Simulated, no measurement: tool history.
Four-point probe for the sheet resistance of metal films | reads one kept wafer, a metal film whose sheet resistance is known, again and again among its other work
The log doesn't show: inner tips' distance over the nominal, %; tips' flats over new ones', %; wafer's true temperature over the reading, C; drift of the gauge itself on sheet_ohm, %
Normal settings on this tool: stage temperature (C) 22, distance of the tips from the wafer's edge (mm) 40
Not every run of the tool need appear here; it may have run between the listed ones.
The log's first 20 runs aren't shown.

run,hour,stage temperature (C),distance of the tips from the wafer's edge (mm),touches since the probe head was changed,hours of work since the stage's thermometer was calibrated,sheet resistance as the instrument gives it (ohm/square)
21,350.9,22,40,54611,252,7.017849
22,365.4,22,40,55337,262,7.013544
23,381.7,22,40,56148,274,7.022465
24,397.9,33,17,56956,285,6.935381
25,412.8,18,17,57700,296,7.059069
26,423.9,32,4,58254,304,7.030365
27,438.9,23,8,59001,315,7.030955
28,454.0,32,40,59757,325,6.939682
29,468.3,23,26,60472,336,7.012103
30,493.1,22,10,61708,353,7.035697
31,518.8,23,59,62989,371,7.010265
32,534.6,23,59,63776,383,7.011906
33,551.3,23,59,64613,394,7.012454
34,569.6,19,67,65525,407,7.049017
35,590.4,33,67,66564,422,6.929852
36,608.3,33,67,67455,435,6.934123
37,623.0,33,5,68187,445,6.989869
38,639.0,21,9,68986,457,7.049424
39,659.8,28,4,70022,472,7.065163
40,674.8,28,4,70773,482,7.068631
41,685.4,28,4,71300,490,7.068479
42,698.9,22,6,71972,499,7.070357
43,717.5,22,6,72904,513,7.066375
44,734.8,22,6,73763,525,7.066239

Predict each of these 5 candidate next runs independently; none follows another, all start after run 44:
A,751.7,22,7,74607,537,?
B,751.7,26,16,74607,537,?
C,751.7,24,52,74607,537,?
D,751.7,29,6,74607,537,?
E,751.7,22,11,74607,537,?

run,sheet resistance as the instrument gives it (ohm/square)
A,7.055015
B,6.997192
C,7.008229
D,7.009507
E,7.038298
With the hidden condition removed and each run's random variation left untouched, the same runs would have given:
run,sheet resistance as the instrument gives it (ohm/square)
A,7.045352
B,6.987566
C,6.998607
D,6.999842
E,7.028655
